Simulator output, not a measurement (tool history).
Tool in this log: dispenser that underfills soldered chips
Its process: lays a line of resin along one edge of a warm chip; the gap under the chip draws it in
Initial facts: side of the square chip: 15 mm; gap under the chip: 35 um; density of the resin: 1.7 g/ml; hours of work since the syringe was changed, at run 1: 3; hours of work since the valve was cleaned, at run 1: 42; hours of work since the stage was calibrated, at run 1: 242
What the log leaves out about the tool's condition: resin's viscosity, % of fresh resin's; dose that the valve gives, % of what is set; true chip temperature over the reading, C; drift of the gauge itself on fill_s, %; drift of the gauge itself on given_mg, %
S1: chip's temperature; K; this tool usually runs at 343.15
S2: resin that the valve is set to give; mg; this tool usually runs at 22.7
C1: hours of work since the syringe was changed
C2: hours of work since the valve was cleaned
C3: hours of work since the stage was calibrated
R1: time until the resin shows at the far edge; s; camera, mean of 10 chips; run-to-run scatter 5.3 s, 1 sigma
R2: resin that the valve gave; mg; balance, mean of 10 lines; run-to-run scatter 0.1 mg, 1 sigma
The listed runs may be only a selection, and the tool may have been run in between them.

run   hour      S1    S2  C1   C2   C3     R1     R2
  1    0.0  343.15  22.7   3   42  242  627.7  22.39
       6.0  -- new syringe of resin
  2    7.6  343.15  22.7   1   47  247  594.8  22.35
      16.4  -- new syringe of resin
  3   17.3  343.15  22.7   1   54  253  569.1  22.22
  4   25.5  343.15  22.7   6   59  259  710.4  22.28
      27.1  -- new syringe of resin
  5   34.8  343.15  22.7   5   65  265  673.6  22.35
      37.9  -- new syringe of resin
  6   46.4  343.15  22.7   6   73  273  703.7  22.23
      48.2  -- new syringe of resin
  7   53.3  343.15  22.7   3   78  278  638.2  22.13
      59.0  -- new syringe of resin
  8   64.9  343.15  22.7   4   86  285  659.9  22.02
      70.2  -- new syringe of resin
  9   75.7  343.15  22.7   4   93  293  661.7  21.93
      80.7  -- new syringe of resin
 10   87.6  343.15  27.6   5  101  301  677.2  26.54
      91.8  -- new syringe of resin
 11   95.1  343.15  22.7   2  106  305  622.7  22.01
 12  100.5  343.15  22.7   6  109  309  702.7  21.95
     102.2  -- new syringe of resin
 13  111.9  343.15  22.7   7  117  317  710.3  21.87
     113.2  -- new syringe of resin
 14  123.0  343.15  22.7   7  125  324  724.8  21.59
     124.4  -- new syringe of resin
 15  131.1  343.15  22.7   5  130  330  675.3  21.73
     135.3  -- dispensing valve cleaned and set on the balance
     136.8  -- new syringe of resin
 16  139.5  352.15  22.7   2    3  335  464.8  22.76
     147.4  -- new syringe of resin
 17  151.9  352.15  22.7   3   11  343  489.4  22.67
     158.0  -- new syringe of resin
 18  164.6  352.15  26.1   5   20  351  494.8  25.87
     168.7  -- new syringe of resin
 19  173.1  357.15  25.4   3   25  357  410.7  25.26
     179.2  -- new syringe of resin
 20  185.5  334.15  19.5   4   33  365  931.7  19.25
     189.6  -- new syringe of resin
 21  194.8  336.15  23.1   4   40  372  837.5  22.72
     200.7  -- new syringe of resin
 22  203.5  351.15  21.8   2   45  377  481.6  21.52
     210.9  -- new syringe of resin
 23  210.9  343.15  26.3   0   50  382  569.1  25.94
 24  217.8  338.15  26.5   5   55  387  790.4  25.93

Forecast run 25:
     222.1  -- new syringe of resin
 25  228.7  349.15  21.8   5  62  394   ?   ?

Run 25 yielded R1 550.3 s, R2 21.63 mg.
Take away the tool's hidden state, keep the run-to-run variation as it was, and the same run would have given R1 441.1 s, R2 22.08 mg.
